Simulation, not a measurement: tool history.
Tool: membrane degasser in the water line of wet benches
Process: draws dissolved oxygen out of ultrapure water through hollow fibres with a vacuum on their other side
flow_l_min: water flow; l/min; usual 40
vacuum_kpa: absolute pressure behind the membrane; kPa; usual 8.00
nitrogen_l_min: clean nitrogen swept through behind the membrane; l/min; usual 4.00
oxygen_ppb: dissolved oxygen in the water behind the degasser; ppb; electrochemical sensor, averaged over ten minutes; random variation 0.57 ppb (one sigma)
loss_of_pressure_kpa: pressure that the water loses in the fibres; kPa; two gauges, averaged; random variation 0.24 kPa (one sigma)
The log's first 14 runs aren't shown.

Run 15, hour 3880.0: usual settings but flow_l_min 53 l/min. Result: oxygen_ppb 161.2 ppb, loss_of_pressure_kpa 82.00 kPa.
Run 16, hour 4227.7: usual settings but flow_l_min 53 l/min, vacuum_kpa 6.30 kPa, nitrogen_l_min 2.43 l/min. Result: oxygen_ppb 161.7 ppb, loss_of_pressure_kpa 81.45 kPa.
Run 17, hour 4377.8: usual settings but flow_l_min 60 l/min, vacuum_kpa 6.30 kPa, nitrogen_l_min 9.00 l/min. Result: oxygen_ppb 74.2 ppb, loss_of_pressure_kpa 92.49 kPa.
Run 18, hour 4654.2: usual settings but flow_l_min 29 l/min, vacuum_kpa 5.04 kPa, nitrogen_l_min 2.20 l/min. Result: oxygen_ppb 57.2 ppb, loss_of_pressure_kpa 44.61 kPa.
At hour 4677.2: membrane cartridge changed.
Run 19, hour 5003.7: usual settings but flow_l_min 29 l/min, vacuum_kpa 10.29 kPa, nitrogen_l_min 7.86 l/min. Result: oxygen_ppb 65.2 ppb, loss_of_pressure_kpa 44.11 kPa.
Run 20, hour 5149.6: usual settings but flow_l_min 46 l/min, vacuum_kpa 13.98 kPa, nitrogen_l_min 5.85 l/min. Result: oxygen_ppb 209.3 ppb, loss_of_pressure_kpa 70.88 kPa.
Run 21, hour 5381.2: usual settings but flow_l_min 46 l/min, vacuum_kpa 8.16 kPa, nitrogen_l_min 10.56 l/min. Result: oxygen_ppb 60.7 ppb, loss_of_pressure_kpa 70.98 kPa.
Run 22, hour 5730.3: usual settings but flow_l_min 53 l/min, vacuum_kpa 8.51 kPa, nitrogen_l_min 8.66 l/min. Result: oxygen_ppb 93.3 ppb, loss_of_pressure_kpa 81.84 kPa.
Run 23, hour 6063.1: usual settings but flow_l_min 49 l/min, vacuum_kpa 6.98 kPa, nitrogen_l_min 2.84 l/min. Result: oxygen_ppb 159.4 ppb, loss_of_pressure_kpa 75.30 kPa.
At hour 6348.0: gauge calibrated.
Run 24, hour 6403.3: usual settings but flow_l_min 37 l/min, vacuum_kpa 17.28 kPa. Result: oxygen_ppb 302.5 ppb, loss_of_pressure_kpa 57.24 kPa.
Run 25, hour 6655.6: usual settings but vacuum_kpa 10.38 kPa, nitrogen_l_min 4.74 l/min. Result: oxygen_ppb 146.5 ppb, loss_of_pressure_kpa 61.03 kPa.
Run 26, hour 6819.5: usual settings but flow_l_min 31 l/min, vacuum_kpa 10.38 kPa, nitrogen_l_min 2.99 l/min. Result: oxygen_ppb 173.4 ppb, loss_of_pressure_kpa 47.56 kPa.
At hour 6882.2: seals of the vacuum lines changed.
Run 27, hour 7088.4: usual settings but flow_l_min 43 l/min, nitrogen_l_min 8.90 l/min. Result: oxygen_ppb 60.8 ppb, loss_of_pressure_kpa 65.66 kPa.
Run 28, hour 7424.9: usual settings but nitrogen_l_min 6.84 l/min. Result: oxygen_ppb 71.1 ppb, loss_of_pressure_kpa 61.38 kPa.
Run 29, hour 7750.7: usual settings but flow_l_min 50 l/min, vacuum_kpa 6.80 kPa, nitrogen_l_min 4.21 l/min. Result: oxygen_ppb 109.9 ppb, loss_of_pressure_kpa 76.68 kPa.
Run 30, hour 7986.9: usual settings but flow_l_min 31 l/min, vacuum_kpa 8.38 kPa. Result: oxygen_ppb 96.7 ppb, loss_of_pressure_kpa 47.57 kPa.

5 ways to go on from here, each from the tool as it stands after run 30. What would each give?
At hour 8145.0: vacuum gauge calibrated.
Run A, hour 8307.0: usual settings but flow_l_min 51 l/min, vacuum_kpa 4.95 kPa. Result: oxygen_ppb ?, loss_of_pressure_kpa ?.
At hour 8145.0: vacuum gauge calibrated.
Run B, hour 8307.0: usual settings but flow_l_min 31 l/min, vacuum_kpa 13.23 kPa. Result: oxygen_ppb ?, loss_of_pressure_kpa ?.
At hour 8145.0: vacuum gauge calibrated.
Run C, hour 8307.0: usual settings but flow_l_min 57 l/min, vacuum_kpa 9.80 kPa, nitrogen_l_min 3.35 l/min. Result: oxygen_ppb ?, loss_of_pressure_kpa ?.
At hour 8145.0: vacuum gauge calibrated.
Run D, hour 8307.0: usual settings but flow_l_min 31 l/min, vacuum_kpa 8.38 kPa, nitrogen_l_min 3.66 l/min. Result: oxygen_ppb ?, loss_of_pressure_kpa ?.
At hour 8145.0: vacuum gauge calibrated.
Run E, hour 8307.0: usual settings but flow_l_min 53 l/min, vacuum_kpa 9.23 kPa. Result: oxygen_ppb ?, loss_of_pressure_kpa ?.

run  oxygen_ppb  loss_of_pressure_kpa
  A        63.8                 77.89
  B       183.6                 47.52
  C       269.1                 87.62
  D       104.9                 48.00
  E       196.6                 82.18
Without the tool's hidden state the same runs would have given:
run  oxygen_ppb  loss_of_pressure_kpa
  A        63.3                 77.85
  B       182.2                 47.49
  C       267.0                 87.58
  D       104.1                 47.98
  E       195.1                 82.14

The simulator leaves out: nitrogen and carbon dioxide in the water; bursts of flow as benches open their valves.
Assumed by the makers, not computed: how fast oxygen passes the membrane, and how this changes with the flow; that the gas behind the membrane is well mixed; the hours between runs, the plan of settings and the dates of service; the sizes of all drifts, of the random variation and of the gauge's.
